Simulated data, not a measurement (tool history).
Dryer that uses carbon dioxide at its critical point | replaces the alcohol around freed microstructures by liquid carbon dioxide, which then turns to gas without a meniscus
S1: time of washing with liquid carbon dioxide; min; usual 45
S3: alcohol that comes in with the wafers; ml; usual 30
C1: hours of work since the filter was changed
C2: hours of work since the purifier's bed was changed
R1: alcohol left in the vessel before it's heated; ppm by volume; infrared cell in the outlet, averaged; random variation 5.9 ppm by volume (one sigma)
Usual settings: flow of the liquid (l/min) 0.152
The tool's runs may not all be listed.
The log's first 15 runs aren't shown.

Run 16, hour 162.6: usual settings but flow of the liquid (l/min) 0.117; C1 468; C2 372. Result: R1 1119 ppm by volume.
Run 17, hour 174: usual settings; C1 474; C2 379. Result: R1 486 ppm by volume.
Run 18, hour 187.9: usual settings; C1 483; C2 387. Result: R1 495 ppm by volume.
Run 19, hour 201.9: usual settings; C1 491; C2 395. Result: R1 497 ppm by volume.
Run 20, hour 216.6: usual settings; C1 500; C2 404. Result: R1 495 ppm by volume.
Run 21, hour 224: usual settings but flow of the liquid (l/min) 0.095, S3 53 ml; C1 505; C2 409. Result: R1 3703 ppm by volume.
Run 22, hour 235.5: usual settings but flow of the liquid (l/min) 0.099, S3 52 ml; C1 512; C2 416. Result: R1 3239 ppm by volume.
Run 23, hour 246.1: usual settings but flow of the liquid (l/min) 0.099, S3 52 ml; C1 518; C2 422. Result: R1 3239 ppm by volume.
Run 24, hour 255.4: usual settings but flow of the liquid (l/min) 0.099, S3 52 ml; C1 524; C2 428. Result: R1 3347 ppm by volume.
At hour 262.7: inlet filter changed.
Run 25, hour 262.7: usual settings but flow of the liquid (l/min) 0.099, S3 52 ml; C1 0; C2 431. Result: R1 2265 ppm by volume.
Run 26, hour 270.6: usual settings but S1 42 min, flow of the liquid (l/min) 0.182, S3 24 ml; C1 5; C2 436. Result: R1 216 ppm by volume.
Run 27, hour 285.3: usual settings but S1 42 min, flow of the liquid (l/min) 0.182, S3 24 ml; C1 14; C2 445. Result: R1 222 ppm by volume.
Run 28, hour 297.2: usual settings but S1 42 min, flow of the liquid (l/min) 0.182, S3 24 ml; C1 21; C2 452. Result: R1 227 ppm by volume.
Run 29, hour 304.8: usual settings but S1 44 min, flow of the liquid (l/min) 0.213, S3 25 ml; C1 25; C2 457. Result: R1 164 ppm by volume.
Run 30, hour 315.2: usual settings but S1 57 min, flow of the liquid (l/min) 0.213, S3 25 ml; C1 32; C2 463. Result: R1 137 ppm by volume.
Run 31, hour 328.1: usual settings but S1 47 min, flow of the liquid (l/min) 0.213, S3 25 ml; C1 39; C2 471. Result: R1 147 ppm by volume.
Run 32, hour 340.1: usual settings but S1 42 min; C1 47; C2 478. Result: R1 438 ppm by volume.
Run 33, hour 348.7: usual settings but S1 42 min; C1 52; C2 483. Result: R1 439 ppm by volume.
Run 34, hour 358.2: usual settings but S1 32 min, flow of the liquid (l/min) 0.18, S3 34 ml; C1 58; C2 489. Result: R1 683 ppm by volume.
Run 35, hour 371.9: usual settings but S1 41 min, flow of the liquid (l/min) 0.256, S3 26 ml; C1 66; C2 497. Result: R1 156 ppm by volume.
Run 36, hour 379: usual settings but S1 52 min, flow of the liquid (l/min) 0.097, S3 26 ml; C1 70; C2 502. Result: R1 870 ppm by volume.
Run 37, hour 390.8: usual settings but S1 52 min, flow of the liquid (l/min) 0.097, S3 26 ml; C1 77; C2 509. Result: R1 872 ppm by volume.
Run 38, hour 402.4: usual settings but S1 52 min, flow of the liquid (l/min) 0.124, S3 26 ml; C1 84; C2 516. Result: R1 423 ppm by volume.
Run 39, hour 415: usual settings but S1 28 min, flow of the liquid (l/min) 0.093, S3 54 ml; C1 92; C2 523. Result: R1 8796 ppm by volume.
Run 40, hour 423.2: usual settings but S1 28 min, flow of the liquid (l/min) 0.093, S3 54 ml; C1 97; C2 528. Result: R1 8690 ppm by volume.

3 ways to go on from here, each from the tool as it stands after run 40. What would each give?
Run A, hour 432.6: usual settings but S1 41 min; C1 103; C2 534. Result: R1 ?.
Run B, hour 432.6: usual settings but S1 27 min, flow of the liquid (l/min) 0.213; C1 103; C2 534. Result: R1 ?.
Run C, hour 432.6: usual settings but flow of the liquid (l/min) 0.226; C1 103; C2 534. Result: R1 ?.

run   R1
  A  507
  B  618
  C  166
Without the tool's hidden state the same runs would have given:
run   R1
  A  316
  B  424
  C   15

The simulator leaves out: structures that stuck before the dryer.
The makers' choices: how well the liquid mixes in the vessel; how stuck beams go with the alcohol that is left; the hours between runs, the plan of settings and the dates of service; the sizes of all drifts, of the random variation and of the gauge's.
